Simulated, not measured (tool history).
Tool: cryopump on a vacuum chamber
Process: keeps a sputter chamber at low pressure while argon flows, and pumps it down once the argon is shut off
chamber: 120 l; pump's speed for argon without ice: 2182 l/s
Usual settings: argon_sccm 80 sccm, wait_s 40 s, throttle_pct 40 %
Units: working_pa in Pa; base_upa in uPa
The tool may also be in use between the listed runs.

| run | day | argon_sccm | wait_s | throttle_pct | working_pa | base_upa |
|---|---|---|---|---|---|---|
| 1 | 0.000 | 80 | 40 | 40 | 0.1673 | 1.23 |
| 2 | 1.388 | 80 | 40 | 40 | 0.1680 | 1.27 |
| 3 | 2.183 | 80 | 40 | 40 | 0.1693 | 1.23 |
| 4 | 2.950 | 80 | 40 | 40 | 0.1696 | 1.27 |
| 5 | 4.192 | 80 | 40 | 40 | 0.1713 | 1.34 |
| 6 | 5.317 | 74 | 40 | 40 | 0.1578 | 1.31 |
| 7 | 6.225 | 74 | 40 | 40 | 0.1599 | 1.33 |
| 8 | 7.488 | 80 | 40 | 40 | 0.1716 | 1.42 |
| 9 | 8.992 | 80 | 40 | 40 | 0.1724 | 1.43 |
| 10 | 10.158 | 80 | 40 | 40 | 0.1731 | 1.43 |
| 11 | 11.729 | 80 | 40 | 40 | 0.1752 | 1.46 |
| 12 | 12.875 | 80 | 86 | 40 | 0.1741 | 1.08 |
|  | 13.254 | pump warmed up, emptied and cooled again |
| 13 | 13.950 | 54 | 84 | 20 | 0.2101 | 0.96 |
| 14 | 14.596 | 34 | 155 | 20 | 0.1320 | 0.80 |

The next listed run, before its measurement:
| 15 | 15.621 | 77 | 155 | 24 | ? | ? |

{"run 15": {"working_pa": 0.2489, "base_upa": 0.81}}
Without the tool's hidden state the same run would have given working_pa 0.2471 Pa, base_upa 0.34 uPa.

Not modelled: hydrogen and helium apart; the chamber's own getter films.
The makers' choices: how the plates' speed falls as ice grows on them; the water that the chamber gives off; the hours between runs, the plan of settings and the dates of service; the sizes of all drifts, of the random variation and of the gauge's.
